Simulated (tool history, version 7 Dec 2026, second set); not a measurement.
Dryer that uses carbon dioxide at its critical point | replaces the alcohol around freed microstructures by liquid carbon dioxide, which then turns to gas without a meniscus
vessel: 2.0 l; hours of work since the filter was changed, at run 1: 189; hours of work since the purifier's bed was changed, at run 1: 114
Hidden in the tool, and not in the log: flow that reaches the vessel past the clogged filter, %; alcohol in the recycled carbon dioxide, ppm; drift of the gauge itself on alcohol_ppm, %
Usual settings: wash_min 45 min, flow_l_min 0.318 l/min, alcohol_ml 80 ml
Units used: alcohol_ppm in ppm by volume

run,day,wash_min,flow_l_min,alcohol_ml,hours of work since the filter was changed,hours of work since the purifier's bed was changed,alcohol_ppm
1,0,45,0.318,80,189,114,236
2,0.35,45,0.318,41,194,119,141
3,0.858,45,0.318,41,202,127,142
4,1.379,45,0.318,41,210,135,142
5,1.888,45,0.318,89,217,142,267
6,2.425,45,0.318,89,226,151,274
7,3.146,45,0.318,89,236,162,277
8,3.792,45,0.318,89,246,171,281
9,4.271,45,0.318,80,254,179,262
10,4.596,45,0.318,80,259,184,247
11,5.179,45,0.318,80,267,193,262
12,5.579,45,0.318,80,273,199,261
13,6.171,45,0.318,80,282,208,282
14,6.8,39,0.318,80,292,217,496
15,7.1,39,0.318,80,297,222,509
16,7.688,39,0.318,80,306,231,507
17,8.008,35,0.318,80,310,236,785
18,8.342,35,0.318,80,316,241,774
19,8.85,35,0.318,80,323,248,785
20,9.292,35,0.318,80,330,255,808
21,9.946,28,0.289,33,340,265,979
22,10.338,70,0.289,33,346,271,63
23,10.962,61,0.318,28,355,281,65
24,11.275,61,0.318,28,360,285,76
25,11.879,30,0.205,80,369,295,4833
26,12.321,30,0.205,80,376,301,4763
27,12.733,60,0.318,80,382,308,112
28,13.192,45,0.368,21,389,314,79
29,13.629,45,0.368,21,396,321,93
30,14.308,62,0.412,36,406,331,66
31,15.033,45,0.346,80,417,342,216
32,15.754,68,0.46,80,428,353,67
33,16.112,68,0.46,80,434,359,70
34,16.838,69,0.315,80,445,370,97
# day 17.225: inlet filter changed
35,17.375,34,0.475,27,2,377,103
36,18.062,34,0.475,27,13,388,95
37,18.575,45,0.318,42,21,396,173
38,19.242,48,0.318,32,31,406,121
39,19.921,48,0.318,20,41,416,116

Some steps in alcohol_ppm, run to run, broken into two amounts with sign: the step expected even without the hidden condition (settings, incoming material, random variation), and the rest, left for the hidden condition together with whatever gauge scatter is not in both the measured and the hidden-condition-free result:
Run 21 -> 22: wash_min 28 -> 70. alcohol_ppm -916 ppm by volume: hidden state -133, all else -783.
Run 24 -> 25: wash_min 61 -> 30, flow_l_min 0.318 -> 0.205, alcohol_ml 28 -> 80. alcohol_ppm +4757 ppm by volume: hidden state +576, all else +4181.
Run 26 -> 27: wash_min 30 -> 60, flow_l_min 0.205 -> 0.318. alcohol_ppm -4651 ppm by volume: hidden state -561, all else -4090.

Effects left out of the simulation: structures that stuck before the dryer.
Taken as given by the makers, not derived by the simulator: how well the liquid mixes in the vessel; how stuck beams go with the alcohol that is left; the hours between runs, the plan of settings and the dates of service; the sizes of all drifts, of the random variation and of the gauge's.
